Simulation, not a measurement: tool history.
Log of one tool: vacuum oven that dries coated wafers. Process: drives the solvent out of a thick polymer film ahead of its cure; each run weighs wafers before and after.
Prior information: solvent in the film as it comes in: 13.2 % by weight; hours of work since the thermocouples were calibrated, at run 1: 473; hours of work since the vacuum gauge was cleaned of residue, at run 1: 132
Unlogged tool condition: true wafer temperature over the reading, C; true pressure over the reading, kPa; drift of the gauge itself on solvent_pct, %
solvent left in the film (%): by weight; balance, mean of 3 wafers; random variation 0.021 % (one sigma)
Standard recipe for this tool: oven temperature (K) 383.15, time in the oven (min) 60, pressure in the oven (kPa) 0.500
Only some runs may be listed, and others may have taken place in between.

run     day  oven temperature (K)  time in the oven (min)  pressure in the oven (kPa)  hours of work since the thermocouples were calibrated  hours of work since the vacuum gauge was cleaned of residue  solvent left in the film (%)
  1   0.000                383.15                      60                       0.500                                                    473                                                          132                          0.85
  2   0.371                383.15                      60                       0.500                                                    479                                                          137                          0.80
  3   0.767                383.15                      60                       0.500                                                    485                                                          144                          0.85
  4   1.425                383.15                      60                       1.310                                                    495                                                          154                          1.29
  5   1.925                377.15                      60                       1.310                                                    503                                                          162                          2.00
  6   2.525                377.15                      60                       1.310                                                    513                                                          171                          2.00
  7   3.117                377.15                      60                       1.310                                                    522                                                          180                          2.01
  8   3.692                397.15                      60                       0.500                                                    531                                                          189                          0.26
  9   4.100                397.15                      60                       0.500                                                    537                                                          195                          0.27
 10   4.654                383.15                      38                       0.500                                                    546                                                          204                          1.85
 11   5.338                383.15                      38                       0.500                                                    556                                                          215                          1.83
 12   5.833                383.15                      60                       0.500                                                    564                                                          222                          0.81
 13   6.179                383.15                      60                       0.500                                                    569                                                          228                          0.81
 14   6.796                383.15                      60                       0.500                                                    579                                                          237                          0.82
 15   7.408                383.15                      60                       0.500                                                    589                                                          247                          0.83
 16   7.992                383.15                      60                       0.500                                                    598                                                          256                          0.82
 17   8.638                383.15                      60                       0.500                                                    608                                                          266                          0.83
 18   8.954                383.15                      60                       0.500                                                    613                                                          271                          0.83
 19   9.229                397.15                      71                       1.252                                                    617                                                          275                          0.56
 20   9.642                397.15                      78                       0.297                                                    623                                                          282                          0.17
 21   9.929                380.15                      60                       0.285                                                    628                                                          286                          0.99
 22  10.371                380.15                      60                       0.285                                                    635                                                          293                          1.00
 23  10.842                380.15                      60                       0.285                                                    642                                                          300                          0.98
 24  11.167                385.15                      32                       1.963                                                    647                                                          305                          2.74
 25  11.525                381.15                      32                       1.963                                                    653                                                          311                          3.50
 26  11.862                374.15                      62                       0.500                                                    658                                                          316                          1.86
 27  12.492                386.15                      38                       1.974                                                    668                                                          326                          2.16
 28  12.900                397.15                      38                       0.672                                                    674                                                          332                          0.54
 29  13.458                392.15                      43                       0.500                                                    683                                                          341                          0.67
 30  14.008                374.15                      38                       0.362                                                    691                                                          350                          3.36
 31  14.417                374.15                      38                       0.362                                                    698                                                          356                          3.39
 32  14.771                389.15                      61                       1.585                                                    703                                                          361                          0.98

Each row is a separate what-if for the run after 32, all from the same tool condition, not one after another. Results?
  A  15.162                384.15                      56                       0.500                                                    709                                                          367                             ?
  B  15.162                387.15                      88                       0.784                                                    709                                                          367                             ?
  C  15.162                389.15                     104                       0.599                                                    709                                                          367                             ?
  D  15.162                388.15                     100                       0.320                                                    709                                                          367                             ?
  E  15.162                373.15                      61                       0.493                                                    709                                                          367                             ?

run  solvent left in the film (%)
  A                          0.88
  B                          0.52
  C                          0.38
  D                          0.29
  E                          2.07
Without the tool's unlogged condition, the same runs would have read:
run  solvent left in the film (%)
  A                          0.84
  B                          0.45
  C                          0.31
  D                          0.21
  E                          2.05

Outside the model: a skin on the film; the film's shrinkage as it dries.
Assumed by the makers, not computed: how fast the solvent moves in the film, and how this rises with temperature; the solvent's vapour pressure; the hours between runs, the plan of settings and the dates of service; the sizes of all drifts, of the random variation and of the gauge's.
